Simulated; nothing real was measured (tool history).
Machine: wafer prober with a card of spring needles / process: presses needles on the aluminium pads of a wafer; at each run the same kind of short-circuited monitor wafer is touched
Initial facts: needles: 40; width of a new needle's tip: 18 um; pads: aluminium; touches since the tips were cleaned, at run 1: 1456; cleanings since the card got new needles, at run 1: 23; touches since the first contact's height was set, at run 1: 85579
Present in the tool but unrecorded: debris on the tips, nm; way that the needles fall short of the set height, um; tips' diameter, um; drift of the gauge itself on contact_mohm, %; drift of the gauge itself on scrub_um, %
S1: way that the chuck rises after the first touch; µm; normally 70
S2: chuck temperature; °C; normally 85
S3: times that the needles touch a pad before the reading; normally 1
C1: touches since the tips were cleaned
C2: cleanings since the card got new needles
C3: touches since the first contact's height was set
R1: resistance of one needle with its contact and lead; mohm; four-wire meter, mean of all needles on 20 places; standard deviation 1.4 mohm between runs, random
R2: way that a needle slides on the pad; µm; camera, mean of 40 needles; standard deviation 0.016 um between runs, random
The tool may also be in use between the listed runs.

run	hour	S1	S2	S3	C1	C2	C3	R1	R2
1	0	70	85	1	1456	23	85579	163	9.75
# hour 5.8: tips cleaned on abrasive film
2	7.5	70	85	1	560	24	88006	145	9.73
3	12.9	70	85	1	2308	24	89754	184	9.71
# hour 15.8: tips cleaned on abrasive film
4	19.2	70	85	1	1099	25	91778	156	9.72
# hour 25.8: tips cleaned on abrasive film
5	26.5	62	85	1	231	26	94138	140	8.53
6	33.4	84	113	1	2471	26	96378	167	11.68
# hour 36.3: tips cleaned on abrasive film
7	40.6	66	47	2	1398	27	98682	146	9.13
8	45.9	75	85	2	3130	27	100414	162	10.43
# hour 47.1: tips cleaned on abrasive film
# hour 57.4: tips cleaned on abrasive film
9	58.1	75	85	2	238	29	104328	129	10.36
# hour 67.7: tips cleaned on abrasive film
10	68.6	75	85	2	274	30	107709	128	10.37

How the hidden state differs across the entries between the runs, from the last listed run before each to the first after it:
Run 1 -> run 2: tips cleaned on abrasive film (hour 5.8)
  debris on the tips, nm: 62.8 -> 40.3; way that the needles fall short of the set height, um: 1.76 -> 1.83; tips' diameter, um: 18.62 -> 18.64
  difference, measured minus the result without the unlogged condition, R1: +38 -> +24 mohm; R2: -0.25 -> -0.26 µm
Run 3 -> run 4: tips cleaned on abrasive film (hour 15.8)
  debris on the tips, nm: 97.7 -> 54.7; way that the needles fall short of the set height, um: 1.83 -> 1.89; tips' diameter, um: 18.64 -> 18.66
  difference, measured minus the result without the unlogged condition, R1: +60 -> +34 mohm; R2: -0.26 -> -0.27 µm
Run 4 -> run 5: tips cleaned on abrasive film (hour 25.8)
  debris on the tips, nm: 54.7 -> 18.8; way that the needles fall short of the set height, um: 1.89 -> 1.95; tips' diameter, um: 18.66 -> 18.68
  difference, measured minus the result without the unlogged condition, R1: +34 -> +15 mohm; R2: -0.27 -> -0.28 µm
Run 6 -> run 7: tips cleaned on abrasive film (hour 36.3)
  debris on the tips, nm: 101.7 -> 68.2; way that the needles fall short of the set height, um: 1.95 -> 2.02; tips' diameter, um: 18.68 -> 18.71
  difference, measured minus the result without the unlogged condition, R1: +43 -> +30 mohm; R2: -0.27 -> -0.29 µm
Run 8 -> run 9: tips cleaned on abrasive film (hour 47.1); tips cleaned on abrasive film (hour 57.4)
  debris on the tips, nm: 118.4 -> 17.7; way that the needles fall short of the set height, um: 2.02 -> 2.18; tips' diameter, um: 18.71 -> 18.76
  difference, measured minus the result without the unlogged condition, R1: +39 -> +6 mohm; R2: -0.29 -> -0.32 µm
Run 9 -> run 10: tips cleaned on abrasive film (hour 67.7)
  debris on the tips, nm: 17.7 -> 23.8; way that the needles fall short of the set height, um: 2.18 -> 2.24; tips' diameter, um: 18.76 -> 18.78
  difference, measured minus the result without the unlogged condition, R1: +6 -> +9 mohm; R2: -0.32 -> -0.32 µm

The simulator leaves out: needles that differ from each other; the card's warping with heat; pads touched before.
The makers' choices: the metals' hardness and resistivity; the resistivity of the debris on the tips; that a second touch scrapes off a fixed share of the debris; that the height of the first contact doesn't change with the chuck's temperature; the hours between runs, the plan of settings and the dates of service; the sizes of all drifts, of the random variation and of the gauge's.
